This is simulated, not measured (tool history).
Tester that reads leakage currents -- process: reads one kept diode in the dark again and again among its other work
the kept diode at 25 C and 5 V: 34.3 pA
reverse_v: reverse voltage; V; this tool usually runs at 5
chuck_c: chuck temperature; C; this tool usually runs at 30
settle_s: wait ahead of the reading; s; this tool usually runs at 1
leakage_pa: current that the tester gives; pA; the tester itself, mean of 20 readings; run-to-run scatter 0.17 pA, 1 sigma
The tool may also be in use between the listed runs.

run,hour,reverse_v,chuck_c,settle_s,leakage_pa
1,0,5,30,1,54.25
2,54.6,5,30,1,54.15
3,101.3,2.19,30,1,40.94
4,146.6,2.19,30,1,40.75
5,198.8,5,30,4.89,53.44
6,244.3,5,30,1,53.99
7,271.7,5,30,1,54.26
8,297.7,5,30,1,54.33
9,351.6,5,30,1,54.06
10,398.6,5,26,1,38.9
11,449.8,5,26,1,38.71
12,499.3,5,26,1,38.7
13,524.5,5,26,1,38.74
14,546.8,18.56,30,1.18,85.18
15,585.9,1.47,32,0.97,42.15
16,626.1,7.43,32,2.61,72.35
17,666.1,1.01,32,4.67,36.91
18,717.4,1.01,36,1.67,51.83
19,762.2,1.12,48,1.43,137.63
20,798.5,1.12,48,1.43,136.95
21,840.1,5,54,3.7,349.64
22,884.4,5,30,2.51,53.36
23,917,1.13,29,1.8,29.8
24,949.7,6.33,30,1.7,58.06
25,1003.5,1.66,30,0.47,37.6

5 ways to go on from here, each from the tool as it stands after run 25. What would each give?
A,1031.8,5,52,8.55,?
B,1031.8,7.07,30,1,?
C,1031.8,1.66,42,5.44,?
D,1031.8,1.66,30,8.72,?
E,1031.8,1.26,32,0.34,?

run,leakage_pa
A,302.6
B,61.09
C,98.48
D,36.84
E,40.69
The same runs, with their run-to-run variation unchanged, on a tool lacking any hidden condition would have given:
run,leakage_pa
A,302.86
B,61.1
C,98.57
D,36.87
E,40.73

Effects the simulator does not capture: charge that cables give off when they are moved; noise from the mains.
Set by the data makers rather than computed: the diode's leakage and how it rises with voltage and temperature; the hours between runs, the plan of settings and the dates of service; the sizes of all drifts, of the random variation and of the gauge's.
